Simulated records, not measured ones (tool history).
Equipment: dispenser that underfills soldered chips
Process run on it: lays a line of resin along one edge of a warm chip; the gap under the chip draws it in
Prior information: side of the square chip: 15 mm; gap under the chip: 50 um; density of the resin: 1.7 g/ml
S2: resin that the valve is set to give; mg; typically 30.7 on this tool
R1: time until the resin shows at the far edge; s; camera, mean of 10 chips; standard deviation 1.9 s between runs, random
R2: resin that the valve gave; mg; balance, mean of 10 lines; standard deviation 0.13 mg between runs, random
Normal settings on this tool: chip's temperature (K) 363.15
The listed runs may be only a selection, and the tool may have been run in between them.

{"run": 1, "hour": 0.0, "chip's temperature (K)": 363.15, "S2": 30.7, "R1": 236.0, "R2": 28.69}
{"hour": 2.3, "done": "new syringe of resin"}
{"run": 2, "hour": 7.6, "chip's temperature (K)": 361.15, "S2": 30.7, "R1": 235.7, "R2": 28.71}
{"hour": 11.4, "done": "new syringe of resin"}
{"run": 3, "hour": 11.8, "chip's temperature (K)": 376.15, "S2": 30.7, "R1": 126.0, "R2": 28.98}
{"hour": 20.4, "done": "new syringe of resin"}
{"run": 4, "hour": 20.9, "chip's temperature (K)": 363.15, "S2": 31.4, "R1": 187.2, "R2": 29.03}
{"run": 5, "hour": 28.6, "chip's temperature (K)": 363.15, "S2": 30.7, "R1": 243.8, "R2": 28.23}
{"hour": 29.7, "done": "new syringe of resin"}
{"run": 6, "hour": 32.5, "chip's temperature (K)": 363.15, "S2": 30.7, "R1": 203.5, "R2": 28.38}
{"run": 7, "hour": 36.3, "chip's temperature (K)": 363.15, "S2": 34.3, "R1": 228.0, "R2": 31.69}
{"hour": 39.0, "done": "new syringe of resin"}
{"run": 8, "hour": 44.8, "chip's temperature (K)": 363.15, "S2": 34.3, "R1": 219.5, "R2": 31.57}
{"hour": 48.3, "done": "new syringe of resin"}
{"run": 9, "hour": 49.7, "chip's temperature (K)": 363.15, "S2": 34.3, "R1": 189.1, "R2": 31.54}
{"hour": 57.3, "done": "new syringe of resin"}
{"run": 10, "hour": 57.5, "chip's temperature (K)": 363.15, "S2": 34.3, "R1": 184.7, "R2": 31.4}
{"hour": 61.4, "done": "dispensing valve cleaned and set on the balance"}
{"run": 11, "hour": 64.8, "chip's temperature (K)": 363.15, "S2": 34.3, "R1": 222.8, "R2": 34.3}
{"hour": 67.7, "done": "new syringe of resin"}
{"run": 12, "hour": 72.7, "chip's temperature (K)": 377.15, "S2": 34.3, "R1": 134.5, "R2": 34.19}
{"hour": 77.1, "done": "new syringe of resin"}
{"run": 13, "hour": 77.6, "chip's temperature (K)": 377.15, "S2": 34.3, "R1": 119.2, "R2": 34.19}
{"run": 14, "hour": 84.5, "chip's temperature (K)": 377.15, "S2": 34.3, "R1": 145.9, "R2": 34.05}
{"hour": 86.5, "done": "new syringe of resin"}
{"run": 15, "hour": 91.3, "chip's temperature (K)": 363.15, "S2": 30.7, "R1": 215.0, "R2": 30.56}
{"hour": 95.4, "done": "new syringe of resin"}
{"run": 16, "hour": 97.4, "chip's temperature (K)": 363.15, "S2": 30.7, "R1": 194.0, "R2": 30.39}
{"run": 17, "hour": 101.3, "chip's temperature (K)": 363.15, "S2": 30.7, "R1": 217.3, "R2": 30.46}
{"hour": 104.2, "done": "new syringe of resin"}
{"run": 18, "hour": 107.6, "chip's temperature (K)": 363.15, "S2": 30.7, "R1": 207.3, "R2": 30.08}
{"hour": 113.5, "done": "new syringe of resin"}
{"run": 19, "hour": 116.1, "chip's temperature (K)": 363.15, "S2": 30.7, "R1": 199.8, "R2": 30.06}
{"run": 20, "hour": 120.5, "chip's temperature (K)": 362.15, "S2": 30.7, "R1": 236.0, "R2": 30.11}
{"hour": 122.6, "done": "new syringe of resin"}
{"run": 21, "hour": 125.7, "chip's temperature (K)": 350.15, "S2": 34.3, "R1": 312.0, "R2": 33.37}
{"run": 22, "hour": 130.9, "chip's temperature (K)": 369.15, "S2": 34.7, "R1": 197.0, "R2": 33.67}
{"hour": 131.9, "done": "new syringe of resin"}
{"run": 23, "hour": 137.3, "chip's temperature (K)": 369.15, "S2": 34.7, "R1": 172.3, "R2": 33.64}
{"hour": 140.8, "done": "new syringe of resin"}
{"run": 24, "hour": 144.9, "chip's temperature (K)": 369.15, "S2": 34.7, "R1": 173.7, "R2": 33.56}
{"hour": 149.9, "done": "new syringe of resin"}
{"run": 25, "hour": 150.1, "chip's temperature (K)": 357.15, "S2": 36.4, "R1": 222.3, "R2": 35.22}
{"hour": 158.9, "done": "new syringe of resin"}
{"run": 26, "hour": 158.9, "chip's temperature (K)": 373.15, "S2": 26.3, "R1": 135.3, "R2": 25.25}
{"run": 27, "hour": 165.4, "chip's temperature (K)": 351.15, "S2": 31.0, "R1": 331.3, "R2": 29.65}
{"hour": 168.2, "done": "new syringe of resin"}
{"run": 28, "hour": 171.9, "chip's temperature (K)": 353.15, "S2": 30.9, "R1": 281.8, "R2": 29.67}
{"hour": 177.0, "done": "new syringe of resin"}
{"run": 29, "hour": 179.4, "chip's temperature (K)": 353.15, "S2": 30.9, "R1": 276.4, "R2": 29.32}
{"hour": 185.9, "done": "new syringe of resin"}
{"run": 30, "hour": 188.3, "chip's temperature (K)": 368.15, "S2": 38.9, "R1": 165.0, "R2": 36.99}
{"hour": 195.3, "done": "new syringe of resin"}
{"run": 31, "hour": 197.2, "chip's temperature (K)": 376.15, "S2": 33.3, "R1": 127.4, "R2": 31.61}
{"run": 32, "hour": 203.7, "chip's temperature (K)": 376.15, "S2": 33.3, "R1": 158.8, "R2": 31.21}
{"hour": 204.7, "done": "new syringe of resin"}
{"run": 33, "hour": 209.3, "chip's temperature (K)": 376.15, "S2": 37.4, "R1": 136.4, "R2": 35.55}
{"hour": 213.6, "done": "new syringe of resin"}
{"run": 34, "hour": 216.0, "chip's temperature (K)": 374.15, "S2": 32.4, "R1": 138.0, "R2": 30.58}
{"run": 35, "hour": 221.5, "chip's temperature (K)": 367.15, "S2": 31.1, "R1": 206.0, "R2": 28.88}
{"hour": 222.5, "done": "new syringe of resin"}
{"run": 36, "hour": 226.7, "chip's temperature (K)": 367.15, "S2": 31.1, "R1": 185.4, "R2": 28.94}

Branching from run 36: 3 alternative next runs. What would each branch give?
{"hour": 231.8, "done": "new syringe of resin"}
{"run": "A", "hour": 232.6, "chip's temperature (K)": 367.15, "S2": 37.7, "R1": "?", "R2": "?"}
{"hour": 231.8, "done": "new syringe of resin"}
{"run": "B", "hour": 232.6, "chip's temperature (K)": 367.15, "S2": 32.1, "R1": "?", "R2": "?"}
{"hour": 231.8, "done": "new syringe of resin"}
{"run": "C", "hour": 232.6, "chip's temperature (K)": 352.15, "S2": 32.3, "R1": "?", "R2": "?"}

run=A R1=161.8 R2=35.34
run=B R1=163.1 R2=29.91
run=C R1=269.8 R2=30.26
Take away the tool's hidden state, keep each run's random variation, and the runs would have read:
run=A R1=162.6 R2=37.90
run=B R1=163.1 R2=32.08
run=C R1=270.8 R2=32.46
